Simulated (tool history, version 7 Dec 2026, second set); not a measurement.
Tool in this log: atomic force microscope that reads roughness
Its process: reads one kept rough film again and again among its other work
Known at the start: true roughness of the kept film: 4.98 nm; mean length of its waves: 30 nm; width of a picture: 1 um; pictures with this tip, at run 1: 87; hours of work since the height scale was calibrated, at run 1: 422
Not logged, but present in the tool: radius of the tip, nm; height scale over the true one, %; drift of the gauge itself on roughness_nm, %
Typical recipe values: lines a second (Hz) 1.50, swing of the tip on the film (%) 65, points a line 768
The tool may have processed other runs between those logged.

| run | hour | lines a second (Hz) | swing of the tip on the film (%) | points a line | pictures with this tip | hours of work since the height scale was calibrated | roughness of the kept film (nm (root mean square)) |
|---|---|---|---|---|---|---|---|
| 1 | 0.0 | 1.50 | 65 | 768 | 87 | 422 | 3.866 |
| 2 | 15.2 | 2.56 | 65 | 768 | 118 | 434 | 3.670 |
| 3 | 31.6 | 2.56 | 65 | 768 | 152 | 447 | 3.592 |
| 4 | 50.6 | 1.50 | 71 | 768 | 191 | 463 | 3.507 |
| 5 | 59.8 | 1.50 | 71 | 768 | 211 | 470 | 3.463 |
| 6 | 68.9 | 1.50 | 71 | 768 | 229 | 477 | 3.416 |
| 7 | 82.0 | 1.50 | 71 | 768 | 256 | 488 | 3.340 |
| 8 | 94.4 | 1.50 | 71 | 768 | 282 | 498 | 3.281 |
| 9 | 105.1 | 1.50 | 65 | 768 | 304 | 506 | 3.303 |
| 10 | 114.8 | 1.50 | 75 | 768 | 324 | 514 | 3.169 |
| 11 | 123.2 | 2.69 | 65 | 768 | 341 | 521 | 3.104 |
| 12 | 134.7 | 2.69 | 65 | 768 | 365 | 530 | 3.027 |
| 13 | 146.4 | 2.69 | 65 | 768 | 389 | 539 | 3.008 |
|  | 148.3 | new tip fitted |
| 14 | 157.2 | 2.69 | 65 | 768 | 18 | 547 | 4.078 |
| 15 | 170.5 | 2.69 | 65 | 768 | 46 | 558 | 3.988 |
| 16 | 179.3 | 1.47 | 65 | 768 | 64 | 565 | 4.028 |
| 17 | 194.8 | 1.47 | 65 | 768 | 96 | 577 | 3.944 |
| 18 | 204.8 | 1.47 | 65 | 768 | 117 | 585 | 3.868 |
| 19 | 214.2 | 1.50 | 64 | 768 | 136 | 593 | 3.767 |
| 20 | 229.4 | 1.50 | 64 | 768 | 167 | 605 | 3.688 |
| 21 | 243.2 | 1.50 | 64 | 432 | 196 | 616 | 3.621 |
| 22 | 257.1 | 1.50 | 65 | 768 | 225 | 627 | 3.499 |
| 23 | 276.6 | 1.50 | 65 | 768 | 265 | 643 | 3.414 |
| 24 | 287.7 | 1.50 | 65 | 768 | 288 | 652 | 3.347 |
| 25 | 304.5 | 1.50 | 56 | 768 | 322 | 665 | 3.349 |
| 26 | 318.5 | 1.50 | 56 | 768 | 351 | 676 | 3.271 |
| 27 | 330.5 | 1.50 | 56 | 768 | 376 | 686 | 3.243 |
|  | 338.8 | new tip fitted |
| 28 | 341.2 | 3.81 | 76 | 445 | 5 | 694 | 3.660 |
| 29 | 354.4 | 1.50 | 65 | 543 | 32 | 704 | 4.134 |
| 30 | 363.9 | 3.65 | 90 | 837 | 52 | 712 | 3.096 |
| 31 | 374.1 | 2.13 | 62 | 277 | 73 | 720 | 3.927 |
| 32 | 388.5 | 1.50 | 65 | 313 | 103 | 732 | 3.879 |
| 33 | 396.7 | 1.50 | 65 | 479 | 119 | 738 | 3.847 |
| 34 | 408.8 | 0.71 | 56 | 308 | 144 | 748 | 3.859 |
| 35 | 417.2 | 0.71 | 56 | 308 | 162 | 755 | 3.740 |
| 36 | 433.0 | 2.86 | 80 | 411 | 194 | 767 | 3.163 |
| 37 | 446.1 | 2.54 | 65 | 768 | 221 | 778 | 3.432 |
| 38 | 461.5 | 0.96 | 65 | 385 | 253 | 790 | 3.481 |
|  | 463.4 | height scale calibrated on a step standard |
| 39 | 472.3 | 0.96 | 65 | 385 | 273 | 7 | 3.417 |
| 40 | 488.1 | 1.50 | 75 | 508 | 306 | 20 | 3.203 |
| 41 | 500.2 | 1.50 | 75 | 508 | 331 | 29 | 3.127 |
| 42 | 517.1 | 0.58 | 78 | 508 | 366 | 43 | 3.186 |
|  | 527.7 | height scale calibrated on a step standard, once more |
| 43 | 528.3 | 1.71 | 84 | 899 | 387 | 0 | 2.889 |
|  | 532.5 | new tip fitted |
| 44 | 547.0 | 1.71 | 84 | 899 | 29 | 15 | 3.806 |
| 45 | 564.3 | 1.29 | 83 | 775 | 65 | 29 | 3.835 |
| 46 | 578.7 | 1.29 | 83 | 775 | 95 | 40 | 3.763 |
| 47 | 597.8 | 1.32 | 65 | 768 | 134 | 56 | 3.805 |
| 48 | 611.8 | 1.73 | 64 | 429 | 163 | 67 | 3.681 |
| 49 | 623.5 | 2.54 | 56 | 806 | 187 | 76 | 3.648 |
| 50 | 637.2 | 0.76 | 63 | 876 | 215 | 87 | 3.616 |
| 51 | 646.0 | 0.76 | 63 | 876 | 234 | 94 | 3.583 |
| 52 | 659.5 | 1.91 | 65 | 323 | 262 | 105 | 3.350 |
| 53 | 675.2 | 1.91 | 65 | 323 | 294 | 117 | 3.290 |
| 54 | 688.6 | 1.91 | 72 | 294 | 321 | 128 | 3.123 |

For each run, the measured value with the value that run would have given without the tool's hidden condition subtracted. The run-to-run variation is shared by both, the gauge scatter possibly not:
| run | roughness of the kept film (nm (root mean square)) |
|---|---|
| 1 | -0.407 |
| 2 | -0.489 |
| 3 | -0.587 |
| 4 | -0.704 |
| 5 | -0.756 |
| 6 | -0.799 |
| 7 | -0.871 |
| 8 | -0.933 |
| 9 | -1.007 |
| 10 | -1.019 |
| 11 | -1.047 |
| 12 | -1.095 |
| 13 | -1.156 |
| 14 | -0.081 |
| 15 | -0.187 |
| 16 | -0.259 |
| 17 | -0.383 |
| 18 | -0.448 |
| 19 | -0.510 |
| 20 | -0.610 |
| 21 | -0.696 |
| 22 | -0.781 |
| 23 | -0.890 |
| 24 | -0.950 |
| 25 | -1.054 |
| 26 | -1.113 |
| 27 | -1.177 |
| 28 | -0.031 |
| 29 | -0.137 |
| 30 | -0.163 |
| 31 | -0.292 |
| 32 | -0.394 |
| 33 | -0.449 |
| 34 | -0.550 |
| 35 | -0.605 |
| 36 | -0.607 |
| 37 | -0.742 |
| 38 | -0.861 |
| 39 | -0.911 |
| 40 | -0.957 |
| 41 | -1.011 |
| 42 | -1.139 |
| 43 | -1.074 |
| 44 | -0.120 |
| 45 | -0.248 |
| 46 | -0.351 |
| 47 | -0.511 |
| 48 | -0.590 |
| 49 | -0.669 |
| 50 | -0.755 |
| 51 | -0.813 |
| 52 | -0.855 |
| 53 | -0.938 |
| 54 | -0.968 |

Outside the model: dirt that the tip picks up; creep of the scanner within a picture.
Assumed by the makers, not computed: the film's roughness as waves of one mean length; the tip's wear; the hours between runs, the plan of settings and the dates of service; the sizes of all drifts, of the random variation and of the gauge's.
